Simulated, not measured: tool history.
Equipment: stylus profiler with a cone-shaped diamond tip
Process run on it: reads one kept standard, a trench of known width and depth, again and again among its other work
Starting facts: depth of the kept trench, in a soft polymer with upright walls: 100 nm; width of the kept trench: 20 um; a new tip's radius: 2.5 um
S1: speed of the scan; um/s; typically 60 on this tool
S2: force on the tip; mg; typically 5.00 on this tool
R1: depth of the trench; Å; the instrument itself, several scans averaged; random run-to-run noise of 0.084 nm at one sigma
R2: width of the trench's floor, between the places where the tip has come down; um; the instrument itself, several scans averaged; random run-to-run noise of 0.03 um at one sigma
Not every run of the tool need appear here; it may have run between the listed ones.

{"run": 1, "day": 0.0, "S1": 60, "S2": 5.0, "R1": 1017.9, "R2": 18.28}
{"run": 2, "day": 1.646, "S1": 60, "S2": 10.08, "R1": 1024.6, "R2": 18.35}
{"run": 3, "day": 2.846, "S1": 60, "S2": 10.08, "R1": 1025.6, "R2": 18.35}
{"run": 4, "day": 4.512, "S1": 60, "S2": 2.38, "R1": 1011.9, "R2": 18.24}
{"run": 5, "day": 6.117, "S1": 60, "S2": 2.38, "R1": 1011.5, "R2": 18.25}
{"run": 6, "day": 7.775, "S1": 60, "S2": 3.63, "R1": 1015.1, "R2": 18.3}
{"run": 7, "day": 9.017, "S1": 60, "S2": 3.63, "R1": 1015.0, "R2": 18.27}
{"run": 8, "day": 10.062, "S1": 60, "S2": 3.63, "R1": 1013.6, "R2": 18.27}
{"run": 9, "day": 11.121, "S1": 60, "S2": 3.63, "R1": 1015.4, "R2": 18.24}
{"run": 10, "day": 11.938, "S1": 60, "S2": 3.63, "R1": 1013.2, "R2": 18.27}
{"run": 11, "day": 13.85, "S1": 60, "S2": 3.63, "R1": 1014.4, "R2": 18.22}
{"run": 12, "day": 15.229, "S1": 60, "S2": 2.62, "R1": 1012.0, "R2": 18.16}
{"run": 13, "day": 16.212, "S1": 60, "S2": 5.0, "R1": 1018.3, "R2": 18.27}
{"run": 14, "day": 17.942, "S1": 99, "S2": 5.0, "R1": 1016.2, "R2": 18.17}
{"run": 15, "day": 19.188, "S1": 99, "S2": 5.0, "R1": 1018.4, "R2": 18.19}
{"run": 16, "day": 20.496, "S1": 60, "S2": 5.0, "R1": 1017.1, "R2": 18.25}
{"run": 17, "day": 21.712, "S1": 60, "S2": 5.0, "R1": 1017.7, "R2": 18.24}
{"run": 18, "day": 23.096, "S1": 74, "S2": 5.0, "R1": 1016.3, "R2": 18.27}
{"run": 19, "day": 24.404, "S1": 74, "S2": 5.0, "R1": 1018.5, "R2": 18.23}
{"run": 20, "day": 25.483, "S1": 74, "S2": 5.0, "R1": 1018.8, "R2": 18.19}
{"run": 21, "day": 27.162, "S1": 60, "S2": 2.01, "R1": 1012.1, "R2": 18.13}
{"run": 22, "day": 28.917, "S1": 60, "S2": 5.0, "R1": 1018.3, "R2": 18.25}
{"run": 23, "day": 30.088, "S1": 27, "S2": 5.0, "R1": 1017.8, "R2": 18.35}
{"run": 24, "day": 31.712, "S1": 27, "S2": 5.0, "R1": 1017.1, "R2": 18.33}
{"run": 25, "day": 33.596, "S1": 27, "S2": 5.0, "R1": 1019.0, "R2": 18.35}
{"run": 26, "day": 34.567, "S1": 22, "S2": 2.32, "R1": 1011.9, "R2": 18.38}
{"run": 27, "day": 35.988, "S1": 22, "S2": 2.32, "R1": 1013.5, "R2": 18.31}
{"run": 28, "day": 36.946, "S1": 22, "S2": 2.32, "R1": 1013.1, "R2": 18.29}
{"run": 29, "day": 38.246, "S1": 197, "S2": 5.0, "R1": 1019.0, "R2": 17.79}
{"run": 30, "day": 39.908, "S1": 20, "S2": 4.07, "R1": 1016.9, "R2": 18.36}
{"run": 31, "day": 40.804, "S1": 20, "S2": 4.07, "R1": 1015.8, "R2": 18.33}
{"run": 32, "day": 42.317, "S1": 20, "S2": 4.07, "R1": 1018.4, "R2": 18.3}
{"run": 33, "day": 44.15, "S1": 20, "S2": 4.07, "R1": 1016.6, "R2": 18.3}
{"run": 34, "day": 45.738, "S1": 40, "S2": 2.16, "R1": 1013.7, "R2": 18.25}
{"run": 35, "day": 46.954, "S1": 230, "S2": 7.75, "R1": 1024.4, "R2": 17.83}
{"run": 36, "day": 48.142, "S1": 30, "S2": 2.4, "R1": 1013.0, "R2": 18.28}
{"run": 37, "day": 49.0, "S1": 41, "S2": 3.8, "R1": 1017.3, "R2": 18.29}
{"run": 38, "day": 50.308, "S1": 41, "S2": 3.8, "R1": 1016.4, "R2": 18.28}
{"run": 39, "day": 52.1, "S1": 41, "S2": 6.31, "R1": 1023.2, "R2": 18.27}
{"run": 40, "day": 54.017, "S1": 48, "S2": 6.46, "R1": 1023.4, "R2": 18.3}
{"run": 41, "day": 54.833, "S1": 50, "S2": 3.45, "R1": 1016.2, "R2": 18.2}
{"run": 42, "day": 55.704, "S1": 50, "S2": 3.45, "R1": 1018.4, "R2": 18.2}
{"run": 43, "day": 56.908, "S1": 87, "S2": 4.27, "R1": 1018.9, "R2": 18.14}
{"run": 44, "day": 58.733, "S1": 87, "S2": 4.27, "R1": 1019.6, "R2": 18.1}
{"run": 45, "day": 60.654, "S1": 71, "S2": 1.83, "R1": 1013.5, "R2": 18.1}
{"run": 46, "day": 62.338, "S1": 71, "S2": 1.83, "R1": 1012.8, "R2": 17.96}
{"run": 47, "day": 63.488, "S1": 70, "S2": 4.48, "R1": 1019.5, "R2": 18.15}

Hidden state or all else? Some run-to-run changes of R1, split into what the settings, what came in and random variation would give without the hidden state, and what is left for the hidden state (with any gauge scatter that isn't in both results):
Unlogged tool condition in this case: radius of the tip, um; height scale over the true one, %; drift of the gauge itself on depth_nm, %; drift of the gauge itself on floor_um, %.
Run 1 -> 2: S2 5.00 -> 10.08. R1 +6.7 Å: hidden state +0.1, all else +6.6.
Run 3 -> 4: S2 10.08 -> 2.38. R1 -13.7 Å: hidden state +0.0, all else -13.7.
Run 4 -> 5: settings left as they were, no log entry in between. R1 -0.4 Å: hidden state +0.1, all else -0.5.
Run 28 -> 29: S1 22 -> 197, S2 2.32 -> 5.00. R1 +5.9 Å: hidden state +0.2, all else +5.7.
Run 34 -> 35: S1 40 -> 230, S2 2.16 -> 7.75. R1 +10.7 Å: hidden state +0.0, all else +10.7.
Run 35 -> 36: S1 230 -> 30, S2 7.75 -> 2.40. R1 -11.4 Å: hidden state +0.1, all else -11.5.
